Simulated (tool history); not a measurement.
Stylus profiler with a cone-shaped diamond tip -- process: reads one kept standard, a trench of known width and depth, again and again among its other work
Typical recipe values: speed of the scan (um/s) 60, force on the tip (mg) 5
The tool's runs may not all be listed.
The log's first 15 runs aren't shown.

| run | day | speed of the scan (um/s) | force on the tip (mg) | scans with this tip | hours of work since the height scale was calibrated | depth of the trench (nm) | width of the trench's floor (nm) |
|---|---|---|---|---|---|---|---|
| 16 | 57.312 | 60 | 3.85 | 17595 | 1310 | 203.55 | 26940 |
| 17 | 60.046 | 60 | 3.85 | 18285 | 1361 | 203.39 | 26890 |
|  | 60.704 | height scale calibrated on a step standard |
| 18 | 64.071 | 60 | 2.45 | 19296 | 63 | 202.58 | 26870 |
| 19 | 68.488 | 60 | 2.45 | 20412 | 146 | 202.51 | 26840 |
| 20 | 72.725 | 60 | 5 | 21483 | 226 | 204.12 | 26940 |
| 21 | 77.342 | 169 | 5 | 22649 | 313 | 204.04 | 26490 |
| 22 | 80.079 | 60 | 2.22 | 23341 | 364 | 202.38 | 26850 |
| 23 | 82.696 | 60 | 2.22 | 24002 | 414 | 202.32 | 26800 |
| 24 | 85.85 | 41 | 3.22 | 24799 | 473 | 203.06 | 26910 |
| 25 | 91.271 | 50 | 3.73 | 26169 | 575 | 203.45 | 26920 |
|  | 94.692 | new tip fitted, height scale calibrated |
| 26 | 97.079 | 45 | 12.08 | 603 | 45 | 207.38 | 27110 |
| 27 | 99.983 | 20 | 4.86 | 1336 | 99 | 204.1 | 27140 |
| 28 | 103.338 | 205 | 4.86 | 2183 | 163 | 203.89 | 26390 |
| 29 | 108.067 | 16 | 1.96 | 3379 | 252 | 202.2 | 27100 |
| 30 | 112.933 | 16 | 1.96 | 4608 | 343 | 202.16 | 27100 |
| 31 | 116.046 | 173 | 11.62 | 5394 | 402 | 207.15 | 26760 |
| 32 | 120.842 | 196 | 2.67 | 6606 | 492 | 202.7 | 26100 |
| 33 | 126.167 | 196 | 2.67 | 7951 | 592 | 202.7 | 26070 |
| 34 | 131.612 | 196 | 2.67 | 9327 | 694 | 202.54 | 26090 |
| 35 | 136.146 | 196 | 2.67 | 10472 | 780 | 202.77 | 26080 |
| 36 | 140.754 | 196 | 2.67 | 11637 | 866 | 202.59 | 26070 |
| 37 | 143.725 | 20 | 11.45 | 12388 | 922 | 207.13 | 27090 |
| 38 | 147.179 | 185 | 13.62 | 13260 | 987 | 207.95 | 26780 |
| 39 | 152.288 | 77 | 6.45 | 14550 | 1083 | 204.85 | 26910 |

Run 40 comes next. What will it give?
| 40 | 154.754 | 77 | 6.45 | 15174 | 1130 | ? | ? |

{"run 40": {"depth of the trench (nm)": 204.9, "width of the trench's floor (nm)": 26950}}
Take away the tool's hidden state, keep the run-to-run variation as it was, and the same run would have given depth of the trench (nm) 204.89, width of the trench's floor (nm) 26960.

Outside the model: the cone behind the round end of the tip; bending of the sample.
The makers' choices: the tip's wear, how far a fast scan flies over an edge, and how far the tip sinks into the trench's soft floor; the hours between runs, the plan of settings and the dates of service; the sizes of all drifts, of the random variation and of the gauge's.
